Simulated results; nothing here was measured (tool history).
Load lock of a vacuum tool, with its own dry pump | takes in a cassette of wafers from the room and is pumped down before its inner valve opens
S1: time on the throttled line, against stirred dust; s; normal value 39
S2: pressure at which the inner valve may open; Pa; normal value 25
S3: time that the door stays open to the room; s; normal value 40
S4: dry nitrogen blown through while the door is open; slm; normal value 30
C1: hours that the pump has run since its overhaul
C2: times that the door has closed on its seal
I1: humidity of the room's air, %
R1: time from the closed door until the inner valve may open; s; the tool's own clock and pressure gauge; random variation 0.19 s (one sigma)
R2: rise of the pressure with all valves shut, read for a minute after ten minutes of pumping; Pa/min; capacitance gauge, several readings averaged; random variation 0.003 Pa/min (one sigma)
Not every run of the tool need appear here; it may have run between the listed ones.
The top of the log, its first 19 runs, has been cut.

{"run": 20, "hour": 9029.0, "S1": 21, "S2": 25, "S3": 40, "S4": 23, "C1": 16777, "C2": 38489, "I1": 46.9, "R1": 44.7, "R2": 0.402}
{"run": 21, "hour": 9587.5, "S1": 21, "S2": 25, "S3": 40, "S4": 23, "C1": 17335, "C2": 40232, "I1": 40.8, "R1": 44.7, "R2": 0.435}
{"run": 22, "hour": 10180.0, "S1": 35, "S2": 30, "S3": 40, "S4": 30, "C1": 17928, "C2": 42080, "I1": 44.9, "R1": 55.6, "R2": 0.47}
{"run": 23, "hour": 10769.3, "S1": 75, "S2": 31, "S3": 119, "S4": 30, "C1": 18517, "C2": 43919, "I1": 46.1, "R1": 87.5, "R2": 0.513}
{"run": 24, "hour": 11072.5, "S1": 29, "S2": 25, "S3": 40, "S4": 30, "C1": 18820, "C2": 44865, "I1": 46.2, "R1": 51.3, "R2": 0.524}
{"hour": 11487.7, "done": "door's seal changed, seat wiped"}
{"run": 25, "hour": 11595.1, "S1": 45, "S2": 25, "S3": 179, "S4": 6, "C1": 19341, "C2": 335, "I1": 46.5, "R1": 64.3, "R2": 0.075}
{"run": 26, "hour": 11946.5, "S1": 39, "S2": 25, "S3": 78, "S4": 10, "C1": 19693, "C2": 1432, "I1": 41.4, "R1": 59.3, "R2": 0.039}
{"run": 27, "hour": 12546.6, "S1": 39, "S2": 25, "S3": 63, "S4": 10, "C1": 20293, "C2": 3304, "I1": 46.2, "R1": 59.9, "R2": 0.044}
{"run": 28, "hour": 13056.3, "S1": 57, "S2": 49, "S3": 40, "S4": 14, "C1": 20802, "C2": 4894, "I1": 46, "R1": 72.1, "R2": 0.041}
{"run": 29, "hour": 13520.9, "S1": 57, "S2": 49, "S3": 40, "S4": 14, "C1": 21267, "C2": 6344, "I1": 47.9, "R1": 71.5, "R2": 0.058}
{"run": 30, "hour": 14139.8, "S1": 57, "S2": 49, "S3": 100, "S4": 22, "C1": 21886, "C2": 8275, "I1": 44.1, "R1": 71.7, "R2": 0.074}
{"hour": 14183.3, "done": "dry pump taken out, an overhauled one fitted"}
{"run": 31, "hour": 14632.7, "S1": 57, "S2": 49, "S3": 100, "S4": 22, "C1": 449, "C2": 9794, "I1": 46.3, "R1": 69.4, "R2": 0.086}
{"run": 32, "hour": 15169.5, "S1": 57, "S2": 49, "S3": 36, "S4": 22, "C1": 986, "C2": 11468, "I1": 42.2, "R1": 69.2, "R2": 0.084}
{"run": 33, "hour": 15537.6, "S1": 57, "S2": 49, "S3": 36, "S4": 22, "C1": 1354, "C2": 12617, "I1": 43.4, "R1": 69.6, "R2": 0.085}
{"run": 34, "hour": 15847.9, "S1": 53, "S2": 21, "S3": 27, "S4": 20, "C1": 1665, "C2": 13585, "I1": 47.8, "R1": 68.5, "R2": 0.091}
{"run": 35, "hour": 16467.3, "S1": 53, "S2": 19, "S3": 26, "S4": 26, "C1": 2284, "C2": 15518, "I1": 41.6, "R1": 69.1, "R2": 0.104}
{"run": 36, "hour": 16834.0, "S1": 39, "S2": 24, "S3": 40, "S4": 30, "C1": 2651, "C2": 16662, "I1": 44.4, "R1": 57.3, "R2": 0.118}
{"run": 37, "hour": 17119.2, "S1": 39, "S2": 25, "S3": 105, "S4": 9, "C1": 2936, "C2": 17551, "I1": 48, "R1": 57, "R2": 0.161}

3 options for the next run, each taken on its own from the tool as it stands now. Forecast them:
{"run": "A", "hour": 17718.9, "S1": 29, "S2": 24, "S3": 40, "S4": 6, "C1": 3536, "C2": 19422, "I1": 46, "R1": "?", "R2": "?"}
{"run": "B", "hour": 17718.9, "S1": 39, "S2": 25, "S3": 52, "S4": 30, "C1": 3536, "C2": 19422, "I1": 45.3, "R1": "?", "R2": "?"}
{"run": "C", "hour": 17718.9, "S1": 39, "S2": 25, "S3": 40, "S4": 28, "C1": 3536, "C2": 19422, "I1": 42.9, "R1": "?", "R2": "?"}

run=A R1=48.7 R2=0.156
run=B R1=56.9 R2=0.145
run=C R1=56.8 R2=0.144
The same runs, with their run-to-run variation unchanged, on a tool lacking any hidden condition would have given:
run=A R1=48.3 R2=0.03
run=B R1=56.5 R2=0.019
run=C R1=56.4 R2=0.018

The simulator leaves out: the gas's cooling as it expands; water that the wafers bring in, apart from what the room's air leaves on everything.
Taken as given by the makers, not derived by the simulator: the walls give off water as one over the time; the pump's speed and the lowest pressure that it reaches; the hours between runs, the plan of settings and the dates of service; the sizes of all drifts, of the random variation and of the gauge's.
